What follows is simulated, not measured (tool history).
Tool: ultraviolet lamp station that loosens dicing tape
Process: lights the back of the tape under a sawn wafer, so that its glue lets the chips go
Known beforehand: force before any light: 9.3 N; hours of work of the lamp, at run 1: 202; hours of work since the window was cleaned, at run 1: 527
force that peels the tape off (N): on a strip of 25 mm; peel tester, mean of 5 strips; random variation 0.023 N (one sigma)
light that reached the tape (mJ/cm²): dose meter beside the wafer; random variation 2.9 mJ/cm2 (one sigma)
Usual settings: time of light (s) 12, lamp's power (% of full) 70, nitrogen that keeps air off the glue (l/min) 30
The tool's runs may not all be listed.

| run | hour | time of light (s) | lamp's power (% of full) | nitrogen that keeps air off the glue (l/min) | hours of work of the lamp | hours of work since the window was cleaned | force that peels the tape off (N) | light that reached the tape (mJ/cm²) |
|---|---|---|---|---|---|---|---|---|
| 1 | 0 | 12 | 70 | 30 | 202 | 527 | 1.665 | 343 |
| 2 | 29.9 | 12 | 77 | 30 | 218 | 543 | 1.474 | 366 |
| 3 | 56.8 | 12 | 77 | 30 | 233 | 557 | 1.482 | 360 |
| 4 | 85.9 | 12 | 77 | 30 | 248 | 573 | 1.479 | 361 |
| 5 | 111.3 | 12 | 77 | 30 | 262 | 586 | 1.571 | 357 |
| 6 | 134.5 | 12 | 77 | 30 | 274 | 599 | 1.56 | 350 |
| 7 | 171.9 | 12 | 77 | 30 | 295 | 619 | 1.582 | 347 |
| 8 | 206.8 | 12 | 77 | 30 | 313 | 638 | 1.602 | 344 |
|  | 209.5 | window cleaned of glue's vapour |
| 9 | 231.3 | 12 | 77 | 52 | 326 | 12 | 1.097 | 386 |
| 10 | 247 | 15 | 77 | 56 | 335 | 20 | 0.639 | 482 |
| 11 | 270.5 | 10 | 66 | 31 | 347 | 33 | 2.28 | 271 |
| 12 | 296.4 | 10 | 95 | 30 | 361 | 47 | 1.248 | 387 |
| 13 | 312.7 | 10 | 95 | 30 | 370 | 55 | 1.348 | 388 |
| 14 | 347.1 | 10 | 70 | 30 | 388 | 74 | 2.163 | 281 |

Branching from run 14: 4 alternative next runs. What would each branch give?
| A | 380.6 | 12 | 89 | 30 | 406 | 92 | ? | ? |
| B | 380.6 | 13 | 62 | 28 | 406 | 92 | ? | ? |
| C | 380.6 | 21 | 70 | 30 | 406 | 92 | ? | ? |
| D | 380.6 | 12 | 73 | 30 | 406 | 92 | ? | ? |

| run | force that peels the tape off (N) | light that reached the tape (mJ/cm²) |
|---|---|---|
| A | 1.097 | 418 |
| B | 1.807 | 317 |
| C | 0.533 | 578 |
| D | 1.604 | 349 |
With no hidden state in the tool, these same runs would have given:
| run | force that peels the tape off (N) | light that reached the tape (mJ/cm²) |
|---|---|---|
| A | 0.647 | 528 |
| B | 1.205 | 400 |
| C | 0.28 | 731 |
| D | 1.03 | 440 |
